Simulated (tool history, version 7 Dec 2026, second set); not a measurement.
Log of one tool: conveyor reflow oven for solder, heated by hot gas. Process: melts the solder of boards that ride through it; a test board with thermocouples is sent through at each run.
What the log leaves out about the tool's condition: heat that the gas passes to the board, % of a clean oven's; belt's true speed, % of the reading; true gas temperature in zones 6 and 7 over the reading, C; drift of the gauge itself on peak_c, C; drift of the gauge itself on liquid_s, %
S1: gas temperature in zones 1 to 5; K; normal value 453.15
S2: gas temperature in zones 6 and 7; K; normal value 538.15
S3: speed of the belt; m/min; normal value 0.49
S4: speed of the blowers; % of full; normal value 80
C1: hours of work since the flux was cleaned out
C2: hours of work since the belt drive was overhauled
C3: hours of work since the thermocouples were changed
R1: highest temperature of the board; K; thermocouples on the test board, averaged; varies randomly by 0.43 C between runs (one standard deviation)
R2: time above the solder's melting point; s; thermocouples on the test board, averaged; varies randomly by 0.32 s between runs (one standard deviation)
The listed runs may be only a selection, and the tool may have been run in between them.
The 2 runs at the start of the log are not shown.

{"hour": 96.9, "done": "belt drive overhauled, speed set with a stopwatch"}
{"run": 3, "hour": 140.4, "S1": 453.15, "S2": 538.15, "S3": 0.476, "S4": 80, "C1": 327, "C2": 31, "C3": 386, "R1": 526.65, "R2": 60.4}
{"hour": 150.8, "done": "flux residue cleaned out of gas plates and filters"}
{"run": 4, "hour": 193.8, "S1": 453.15, "S2": 538.15, "S3": 0.476, "S4": 80, "C1": 31, "C2": 66, "C3": 421, "R1": 526.75, "R2": 60.9}
{"run": 5, "hour": 264.4, "S1": 453.15, "S2": 538.15, "S3": 0.476, "S4": 80, "C1": 81, "C2": 116, "C3": 471, "R1": 527.35, "R2": 60.5}
{"run": 6, "hour": 323.9, "S1": 453.15, "S2": 538.15, "S3": 0.476, "S4": 80, "C1": 124, "C2": 159, "C3": 514, "R1": 526.35, "R2": 60.7}
{"run": 7, "hour": 398.8, "S1": 453.15, "S2": 538.15, "S3": 0.476, "S4": 80, "C1": 177, "C2": 212, "C3": 567, "R1": 527.35, "R2": 60.2}
{"run": 8, "hour": 459.2, "S1": 453.15, "S2": 547.15, "S3": 0.476, "S4": 80, "C1": 221, "C2": 256, "C3": 611, "R1": 534.25, "R2": 65.4}
{"run": 9, "hour": 542.8, "S1": 453.15, "S2": 538.15, "S3": 0.49, "S4": 80, "C1": 280, "C2": 315, "C3": 670, "R1": 526.25, "R2": 58.5}
{"run": 10, "hour": 596.9, "S1": 453.15, "S2": 538.15, "S3": 0.49, "S4": 80, "C1": 319, "C2": 354, "C3": 709, "R1": 525.65, "R2": 58.7}
{"hour": 619.6, "done": "flux residue cleaned out of gas plates and filters"}
{"run": 11, "hour": 637.8, "S1": 453.15, "S2": 538.15, "S3": 0.49, "S4": 80, "C1": 13, "C2": 380, "C3": 735, "R1": 525.75, "R2": 58.2}
{"run": 12, "hour": 701.5, "S1": 453.15, "S2": 538.15, "S3": 0.49, "S4": 80, "C1": 59, "C2": 425, "C3": 780, "R1": 525.95, "R2": 58.3}
{"run": 13, "hour": 761.6, "S1": 453.15, "S2": 538.15, "S3": 0.49, "S4": 80, "C1": 102, "C2": 468, "C3": 823, "R1": 525.55, "R2": 58.4}
{"run": 14, "hour": 827.7, "S1": 453.15, "S2": 538.15, "S3": 0.49, "S4": 80, "C1": 149, "C2": 516, "C3": 871, "R1": 525.75, "R2": 58.7}
{"run": 15, "hour": 894.7, "S1": 453.15, "S2": 538.15, "S3": 0.49, "S4": 80, "C1": 197, "C2": 564, "C3": 918, "R1": 525.35, "R2": 58.7}
{"run": 16, "hour": 939.4, "S1": 465.15, "S2": 538.15, "S3": 0.392, "S4": 58, "C1": 229, "C2": 595, "C3": 950, "R1": 529.85, "R2": 81.9}

The next listed run, before its measurement:
{"run": 17, "hour": 987.3, "S1": 450.15, "S2": 538.15, "S3": 0.549, "S4": 80, "C1": 263, "C2": 630, "C3": 985, "R1": "?", "R2": "?"}

R1: 522.75 K
R2: 48.5 s
Take away the tool's hidden state, keep the run-to-run variation as it was, and the same run would have given R1 522.85 K, R2 48.6 s.
